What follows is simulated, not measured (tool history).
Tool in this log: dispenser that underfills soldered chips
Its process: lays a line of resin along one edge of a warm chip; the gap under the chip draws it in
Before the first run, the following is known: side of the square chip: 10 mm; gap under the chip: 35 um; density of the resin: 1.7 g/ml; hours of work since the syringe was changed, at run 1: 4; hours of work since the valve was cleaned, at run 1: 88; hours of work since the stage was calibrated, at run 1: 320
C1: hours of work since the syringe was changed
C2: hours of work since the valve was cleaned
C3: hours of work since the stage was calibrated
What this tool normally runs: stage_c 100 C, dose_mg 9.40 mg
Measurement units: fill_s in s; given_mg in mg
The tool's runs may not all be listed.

Run 1, hour 0.0: usual settings; C1 4; C2 88; C3 320. Result: fill_s 236.5 s, given_mg 9.00 mg.
At hour 3.6: new syringe of resin.
Run 2, hour 9.0: usual settings; C1 4; C2 94; C3 326. Result: fill_s 229.0 s, given_mg 9.00 mg.
At hour 13.2: new syringe of resin.
Run 3, hour 18.5: usual settings; C1 3; C2 100; C3 332. Result: fill_s 220.8 s, given_mg 9.00 mg.
At hour 22.8: dispensing valve cleaned and set on the balance.
At hour 23.9: new syringe of resin.
Run 4, hour 31.6: usual settings; C1 5; C2 6; C3 339. Result: fill_s 262.0 s, given_mg 9.42 mg.
At hour 34.2: new syringe of resin.
Run 5, hour 41.3: usual settings; C1 5; C2 12; C3 346. Result: fill_s 249.8 s, given_mg 9.40 mg.
At hour 43.8: new syringe of resin.
Run 6, hour 50.9: usual settings; C1 5; C2 18; C3 352. Result: fill_s 244.3 s, given_mg 9.34 mg.
At hour 53.6: new syringe of resin.
Run 7, hour 61.4: usual settings; C1 5; C2 25; C3 358. Result: fill_s 265.1 s, given_mg 9.32 mg.
At hour 63.7: new syringe of resin.
Run 8, hour 71.0: usual settings; C1 5; C2 31; C3 365. Result: fill_s 253.1 s, given_mg 9.21 mg.
At hour 73.7: new syringe of resin.
Run 9, hour 80.4: usual settings; C1 4; C2 37; C3 370. Result: fill_s 237.6 s, given_mg 9.21 mg.
At hour 83.4: new syringe of resin.
Run 10, hour 90.7: usual settings; C1 5; C2 43; C3 377. Result: fill_s 255.6 s, given_mg 9.21 mg.
At hour 92.8: new syringe of resin.
Run 11, hour 100.4: usual settings; C1 5; C2 49; C3 383. Result: fill_s 256.5 s, given_mg 9.17 mg.
At hour 102.6: new syringe of resin.
Run 12, hour 108.6: usual settings but dose_mg 10.95 mg; C1 4; C2 55; C3 388. Result: fill_s 233.2 s, given_mg 10.70 mg.
At hour 111.9: new syringe of resin.
Run 13, hour 116.7: usual settings but dose_mg 10.95 mg; C1 3; C2 60; C3 394. Result: fill_s 216.5 s, given_mg 10.62 mg.
At hour 122.2: new syringe of resin.
Run 14, hour 128.2: usual settings but dose_mg 9.02 mg; C1 4; C2 67; C3 401. Result: fill_s 236.3 s, given_mg 8.72 mg.
At hour 131.9: new syringe of resin.
Run 15, hour 140.1: usual settings but dose_mg 10.31 mg; C1 5; C2 75; C3 408. Result: fill_s 261.5 s, given_mg 9.95 mg.
At hour 141.5: new syringe of resin.
At hour 151.2: new syringe of resin.
Run 16, hour 152.7: usual settings but stage_c 105 C, dose_mg 11.27 mg; C1 1; C2 83; C3 416. Result: fill_s 144.7 s, given_mg 10.86 mg.
At hour 160.8: new syringe of resin.
Run 17, hour 165.5: usual settings but stage_c 106 C, dose_mg 9.55 mg; C1 3; C2 91; C3 425. Result: fill_s 169.0 s, given_mg 9.13 mg.
At hour 170.7: new syringe of resin.
Run 18, hour 171.7: usual settings but stage_c 106 C, dose_mg 9.55 mg; C1 1; C2 95; C3 428. Result: fill_s 136.3 s, given_mg 9.10 mg.
At hour 180.4: new syringe of resin.
At hour 183.8: dispensing valve cleaned and set on the balance.
Run 19, hour 183.8: usual settings but stage_c 113 C, dose_mg 8.11 mg; C1 2; C2 0; C3 436. Result: fill_s 110.6 s, given_mg 8.11 mg.
At hour 190.8: new syringe of resin.
Run 20, hour 190.8: usual settings but stage_c 113 C, dose_mg 10.48 mg; C1 0; C2 4; C3 440. Result: fill_s 90.9 s, given_mg 10.44 mg.
Run 21, hour 197.2: usual settings but stage_c 115 C, dose_mg 11.71 mg; C1 4; C2 9; C3 444. Result: fill_s 120.1 s, given_mg 11.68 mg.
At hour 200.7: new syringe of resin.
Run 22, hour 205.5: usual settings but stage_c 98 C, dose_mg 8.34 mg; C1 3; C2 14; C3 449. Result: fill_s 243.6 s, given_mg 8.27 mg.
At hour 210.5: new syringe of resin.
Run 23, hour 212.1: usual settings but stage_c 104 C, dose_mg 9.35 mg; C1 1; C2 18; C3 454. Result: fill_s 154.1 s, given_mg 9.33 mg.
At hour 219.9: new syringe of resin.
Run 24, hour 223.4: usual settings but stage_c 104 C, dose_mg 9.35 mg; C1 2; C2 25; C3 461. Result: fill_s 166.6 s, given_mg 9.25 mg.
At hour 229.8: new syringe of resin.
Run 25, hour 236.3: usual settings but stage_c 104 C, dose_mg 9.35 mg; C1 4; C2 33; C3 469. Result: fill_s 198.9 s, given_mg 9.20 mg.

Branching from run 25: 3 alternative next runs. What would each branch give?
At hour 239.6: new syringe of resin.
At hour 249.0: new syringe of resin.
Run A, hour 249.7: usual settings but stage_c 102 C, dose_mg 11.29 mg; C1 0; C2 42; C3 477. Result: fill_s ?, given_mg ?.
At hour 239.6: new syringe of resin.
At hour 249.0: new syringe of resin.
Run B, hour 249.7: usual settings but stage_c 89 C, dose_mg 11.77 mg; C1 0; C2 42; C3 477. Result: fill_s ?, given_mg ?.
At hour 239.6: new syringe of resin.
At hour 249.0: new syringe of resin.
Run C, hour 249.7: usual settings but stage_c 111 C, dose_mg 11.95 mg; C1 0; C2 42; C3 477. Result: fill_s ?, given_mg ?.

run  fill_s  given_mg
  A   156.4     11.06
  B   284.1     11.59
  C   103.8     11.74
With no hidden state in the tool, these same runs would have given:
run  fill_s  given_mg
  A   158.7     11.29
  B   289.6     11.84
  C   105.2     11.98
